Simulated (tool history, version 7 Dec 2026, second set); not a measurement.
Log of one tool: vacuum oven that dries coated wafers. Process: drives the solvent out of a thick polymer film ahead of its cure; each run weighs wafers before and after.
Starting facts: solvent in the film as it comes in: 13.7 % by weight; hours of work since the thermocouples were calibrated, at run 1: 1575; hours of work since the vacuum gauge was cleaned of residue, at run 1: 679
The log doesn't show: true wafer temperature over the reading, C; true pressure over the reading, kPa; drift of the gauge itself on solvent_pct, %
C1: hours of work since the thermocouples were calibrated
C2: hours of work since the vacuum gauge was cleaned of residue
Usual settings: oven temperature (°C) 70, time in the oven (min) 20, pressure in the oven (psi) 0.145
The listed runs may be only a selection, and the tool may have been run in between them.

Run 1, hour 0.0: usual settings; C1 1575; C2 679. Result: solvent left in the film (%) 2.57.
Run 2, hour 24.5: usual settings; C1 1594; C2 698. Result: solvent left in the film (%) 2.60.
Run 3, hour 56.3: usual settings but oven temperature (°C) 55; C1 1619; C2 722. Result: solvent left in the film (%) 6.38.
Run 4, hour 73.1: usual settings but oven temperature (°C) 55; C1 1632; C2 735. Result: solvent left in the film (%) 6.35.
Run 5, hour 92.9: usual settings; C1 1647; C2 751. Result: solvent left in the film (%) 2.57.
Run 6, hour 129.2: usual settings; C1 1675; C2 779. Result: solvent left in the film (%) 2.58.
Run 7, hour 155.5: usual settings; C1 1695; C2 799. Result: solvent left in the film (%) 2.61.
Run 8, hour 182.1: usual settings but time in the oven (min) 10; C1 1716; C2 820. Result: solvent left in the film (%) 5.17.
Run 9, hour 207.7: usual settings but time in the oven (min) 10; C1 1736; C2 840. Result: solvent left in the film (%) 5.21.
Run 10, hour 230.9: usual settings but time in the oven (min) 10; C1 1754; C2 858. Result: solvent left in the film (%) 5.22.
At hour 239.6: oven's thermocouples calibrated.
Run 11, hour 268.9: usual settings but time in the oven (min) 14; C1 23; C2 885. Result: solvent left in the film (%) 4.21.
Run 12, hour 307.9: usual settings; C1 53; C2 916. Result: solvent left in the film (%) 2.88.
Run 13, hour 340.8: usual settings; C1 78; C2 941. Result: solvent left in the film (%) 2.85.
At hour 360.9: oven's thermocouples calibrated, once more.
Run 14, hour 372.5: usual settings; C1 9; C2 964. Result: solvent left in the film (%) 2.34.
Run 15, hour 401.8: usual settings but pressure in the oven (psi) 0.151; C1 32; C2 987. Result: solvent left in the film (%) 2.38.
Run 16, hour 423.1: usual settings but pressure in the oven (psi) 0.151; C1 48; C2 1003. Result: solvent left in the film (%) 2.37.
Run 17, hour 456.8: usual settings but time in the oven (min) 32; C1 74; C2 1030. Result: solvent left in the film (%) 1.19.
Run 18, hour 478.9: usual settings but time in the oven (min) 32; C1 91; C2 1047. Result: solvent left in the film (%) 1.15.
Run 19, hour 506.6: usual settings but time in the oven (min) 32; C1 113; C2 1068. Result: solvent left in the film (%) 1.19.
Run 20, hour 532.5: usual settings but pressure in the oven (psi) 0.113; C1 133; C2 1088. Result: solvent left in the film (%) 2.18.
Run 21, hour 553.5: usual settings but pressure in the oven (psi) 0.113; C1 149; C2 1104. Result: solvent left in the film (%) 2.21.
Run 22, hour 583.9: usual settings; C1 173; C2 1128. Result: solvent left in the film (%) 2.40.
Run 23, hour 612.1: usual settings but time in the oven (min) 25, pressure in the oven (psi) 0.135; C1 195; C2 1150. Result: solvent left in the film (%) 1.68.
Run 24, hour 641.9: usual settings but oven temperature (°C) 59, time in the oven (min) 22, pressure in the oven (psi) 0.087; C1 218; C2 1173. Result: solvent left in the film (%) 4.41.
Run 25, hour 659.9: usual settings but oven temperature (°C) 59, time in the oven (min) 22, pressure in the oven (psi) 0.087; C1 232; C2 1187. Result: solvent left in the film (%) 4.46.
Run 26, hour 677.5: usual settings but oven temperature (°C) 78, time in the oven (min) 32, pressure in the oven (psi) 0.083; C1 245; C2 1201. Result: solvent left in the film (%) 0.41.
Run 27, hour 707.6: usual settings but time in the oven (min) 22, pressure in the oven (psi) 0.383; C1 269; C2 1224. Result: solvent left in the film (%) 2.93.
Run 28, hour 745.8: usual settings but time in the oven (min) 22, pressure in the oven (psi) 0.383; C1 298; C2 1253. Result: solvent left in the film (%) 2.99.
Run 29, hour 762.7: usual settings but pressure in the oven (psi) 0.078; C1 311; C2 1267. Result: solvent left in the film (%) 2.16.
Run 30, hour 784.7: usual settings but pressure in the oven (psi) 0.078; C1 328; C2 1284. Result: solvent left in the film (%) 2.17.
Run 31, hour 805.3: usual settings but pressure in the oven (psi) 0.078; C1 344; C2 1300. Result: solvent left in the film (%) 2.18.
Run 32, hour 826.4: usual settings but pressure in the oven (psi) 0.078; C1 361; C2 1316. Result: solvent left in the film (%) 2.18.
Run 33, hour 845.1: usual settings but oven temperature (°C) 80, pressure in the oven (psi) 0.209; C1 375; C2 1330. Result: solvent left in the film (%) 1.01.
Run 34, hour 882.6: usual settings but oven temperature (°C) 80, pressure in the oven (psi) 0.209; C1 404; C2 1359. Result: solvent left in the film (%) 1.04.
Run 35, hour 900.9: usual settings but oven temperature (°C) 76, time in the oven (min) 19, pressure in the oven (psi) 0.110; C1 418; C2 1374. Result: solvent left in the film (%) 1.38.
Run 36, hour 925.9: usual settings but oven temperature (°C) 76, time in the oven (min) 19, pressure in the oven (psi) 0.110; C1 438; C2 1393. Result: solvent left in the film (%) 1.44.
Run 37, hour 947.9: usual settings but oven temperature (°C) 65, time in the oven (min) 19, pressure in the oven (psi) 0.110; C1 455; C2 1410. Result: solvent left in the film (%) 3.62.
Run 38, hour 984.7: usual settings but oven temperature (°C) 66, time in the oven (min) 27, pressure in the oven (psi) 0.110; C1 483; C2 1439. Result: solvent left in the film (%) 2.14.
Run 39, hour 1012.3: usual settings but time in the oven (min) 17, pressure in the oven (psi) 0.487; C1 505; C2 1460. Result: solvent left in the film (%) 4.18.
Run 40, hour 1035.4: usual settings but time in the oven (min) 17, pressure in the oven (psi) 0.487; C1 523; C2 1478. Result: solvent left in the film (%) 4.09.
Run 41, hour 1051.5: usual settings but time in the oven (min) 17, pressure in the oven (psi) 0.487; C1 535; C2 1490. Result: solvent left in the film (%) 4.09.
Run 42, hour 1090.7: usual settings but time in the oven (min) 17, pressure in the oven (psi) 0.487; C1 566; C2 1521. Result: solvent left in the film (%) 4.13.
Run 43, hour 1124.2: usual settings but time in the oven (min) 19, pressure in the oven (psi) 0.515; C1 591; C2 1547. Result: solvent left in the film (%) 3.83.
Run 44, hour 1142.3: usual settings but time in the oven (min) 19, pressure in the oven (psi) 0.515; C1 605; C2 1561. Result: solvent left in the film (%) 3.80.

Below, some changes in solvent left in the film (%) between adjacent runs. For each, the amount present without the hidden state too (settings, incoming material, random variation) and the amount remaining for the hidden state with gauge scatter not shared by both compared results:
Run 2 -> 3: oven temperature (°C) 70 -> 55. solvent left in the film (%) +3.78: hidden state +0.09, all else +3.69.
Run 4 -> 5: oven temperature (°C) 55 -> 70. solvent left in the film (%) -3.78: hidden state -0.08, all else -3.70.
Run 10 -> 11: time in the oven (min) 10 -> 14, oven's thermocouples calibrated. solvent left in the film (%) -1.01: hidden state +0.23, all else -1.24.
Run 13 -> 14: oven's thermocouples calibrated, once more. solvent left in the film (%) -0.51: hidden state -0.53, all else +0.02.
Run 25 -> 26: oven temperature (°C) 59 -> 78, time in the oven (min) 22 -> 32, pressure in the oven (psi) 0.087 -> 0.083. solvent left in the film (%) -4.05: hidden state -0.08, all else -3.97.
